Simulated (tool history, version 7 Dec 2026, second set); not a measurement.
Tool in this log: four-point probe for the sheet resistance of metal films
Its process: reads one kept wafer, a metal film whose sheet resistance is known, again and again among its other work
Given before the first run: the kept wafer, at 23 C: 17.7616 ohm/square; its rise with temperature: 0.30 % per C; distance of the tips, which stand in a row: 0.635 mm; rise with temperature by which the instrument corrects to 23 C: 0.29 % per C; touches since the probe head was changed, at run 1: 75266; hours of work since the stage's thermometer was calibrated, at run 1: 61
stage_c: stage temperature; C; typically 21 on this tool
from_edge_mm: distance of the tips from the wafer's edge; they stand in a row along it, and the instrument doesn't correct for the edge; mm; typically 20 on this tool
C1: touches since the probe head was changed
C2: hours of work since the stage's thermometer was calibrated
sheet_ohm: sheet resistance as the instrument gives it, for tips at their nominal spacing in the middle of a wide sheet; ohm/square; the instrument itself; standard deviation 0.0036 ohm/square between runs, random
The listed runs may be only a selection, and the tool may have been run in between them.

{"run": 1, "hour": 0.0, "stage_c": 21, "from_edge_mm": 20, "C1": 75266, "C2": 61, "sheet_ohm": 17.649238}
{"run": 2, "hour": 48.5, "stage_c": 21, "from_edge_mm": 20, "C1": 76756, "C2": 99, "sheet_ohm": 17.654019}
{"run": 3, "hour": 138.2, "stage_c": 21, "from_edge_mm": 20, "C1": 79513, "C2": 170, "sheet_ohm": 17.651418}
{"run": 4, "hour": 225.2, "stage_c": 21, "from_edge_mm": 20, "C1": 82186, "C2": 239, "sheet_ohm": 17.650478}
{"run": 5, "hour": 274.9, "stage_c": 21, "from_edge_mm": 20, "C1": 83712, "C2": 278, "sheet_ohm": 17.646402}
{"run": 6, "hour": 323.7, "stage_c": 21, "from_edge_mm": 20, "C1": 85211, "C2": 316, "sheet_ohm": 17.652586}
{"run": 7, "hour": 396.5, "stage_c": 21, "from_edge_mm": 20, "C1": 87448, "C2": 374, "sheet_ohm": 17.651433}
{"run": 8, "hour": 438.7, "stage_c": 21, "from_edge_mm": 20, "C1": 88746, "C2": 407, "sheet_ohm": 17.649954}
{"run": 9, "hour": 500.2, "stage_c": 21, "from_edge_mm": 20, "C1": 90636, "C2": 456, "sheet_ohm": 17.646135}
{"run": 10, "hour": 572.1, "stage_c": 21, "from_edge_mm": 20, "C1": 92844, "C2": 513, "sheet_ohm": 17.642529}
{"run": 11, "hour": 633.4, "stage_c": 21, "from_edge_mm": 20, "C1": 94726, "C2": 561, "sheet_ohm": 17.639114}
{"run": 12, "hour": 699.4, "stage_c": 21, "from_edge_mm": 33, "C1": 96756, "C2": 613, "sheet_ohm": 17.637111}
{"run": 13, "hour": 776.5, "stage_c": 21, "from_edge_mm": 33, "C1": 99124, "C2": 674, "sheet_ohm": 17.639362}
{"run": 14, "hour": 825.3, "stage_c": 21, "from_edge_mm": 20, "C1": 100624, "C2": 713, "sheet_ohm": 17.639462}
{"run": 15, "hour": 897.5, "stage_c": 21, "from_edge_mm": 20, "C1": 102841, "C2": 770, "sheet_ohm": 17.63576}
{"run": 16, "hour": 965.3, "stage_c": 21, "from_edge_mm": 12, "C1": 104926, "C2": 824, "sheet_ohm": 17.652372}
{"run": 17, "hour": 1011.9, "stage_c": 28, "from_edge_mm": 59, "C1": 106357, "C2": 860, "sheet_ohm": 17.634767}
{"run": 18, "hour": 1100.4, "stage_c": 28, "from_edge_mm": 59, "C1": 109076, "C2": 930, "sheet_ohm": 17.632634}
{"run": 19, "hour": 1188.4, "stage_c": 28, "from_edge_mm": 59, "C1": 111781, "C2": 1000, "sheet_ohm": 17.637556}
{"run": 20, "hour": 1268.7, "stage_c": 19, "from_edge_mm": 16, "C1": 114245, "C2": 1063, "sheet_ohm": 17.63239}
{"run": 21, "hour": 1324.0, "stage_c": 29, "from_edge_mm": 36, "C1": 115946, "C2": 1107, "sheet_ohm": 17.633708}
{"run": 22, "hour": 1396.6, "stage_c": 20, "from_edge_mm": 7, "C1": 118177, "C2": 1165, "sheet_ohm": 17.700593}
{"run": 23, "hour": 1458.4, "stage_c": 34, "from_edge_mm": 71, "C1": 120074, "C2": 1213, "sheet_ohm": 17.646833}
{"run": 24, "hour": 1548.0, "stage_c": 34, "from_edge_mm": 53, "C1": 122826, "C2": 1284, "sheet_ohm": 17.639105}
{"run": 25, "hour": 1604.7, "stage_c": 21, "from_edge_mm": 46, "C1": 124570, "C2": 1329, "sheet_ohm": 17.612718}
{"run": 26, "hour": 1661.0, "stage_c": 21, "from_edge_mm": 39, "C1": 126298, "C2": 1373, "sheet_ohm": 17.621723}
{"run": 27, "hour": 1709.6, "stage_c": 21, "from_edge_mm": 39, "C1": 127794, "C2": 1412, "sheet_ohm": 17.618424}
{"run": 28, "hour": 1752.1, "stage_c": 21, "from_edge_mm": 39, "C1": 129100, "C2": 1446, "sheet_ohm": 17.62151}
{"run": 29, "hour": 1825.0, "stage_c": 21, "from_edge_mm": 39, "C1": 131339, "C2": 1503, "sheet_ohm": 17.614585}

4 options for the next run, each taken on its own from the tool as it stands now. Forecast them:
{"run": "A", "hour": 1890.7, "stage_c": 22, "from_edge_mm": 68, "C1": 133358, "C2": 1555, "sheet_ohm": "?"}
{"run": "B", "hour": 1890.7, "stage_c": 24, "from_edge_mm": 39, "C1": 133358, "C2": 1555, "sheet_ohm": "?"}
{"run": "C", "hour": 1890.7, "stage_c": 26, "from_edge_mm": 4, "C1": 133358, "C2": 1555, "sheet_ohm": "?"}
{"run": "D", "hour": 1890.7, "stage_c": 34, "from_edge_mm": 39, "C1": 133358, "C2": 1555, "sheet_ohm": "?"}

run=A sheet_ohm=17.614345
run=B sheet_ohm=17.621181
run=C sheet_ohm=17.859076
run=D sheet_ohm=17.638070
With no hidden state in the tool, these same runs would have given:
run=A sheet_ohm=17.758931
run=B sheet_ohm=17.766018
run=C sheet_ohm=18.005880
run=D sheet_ohm=17.783991
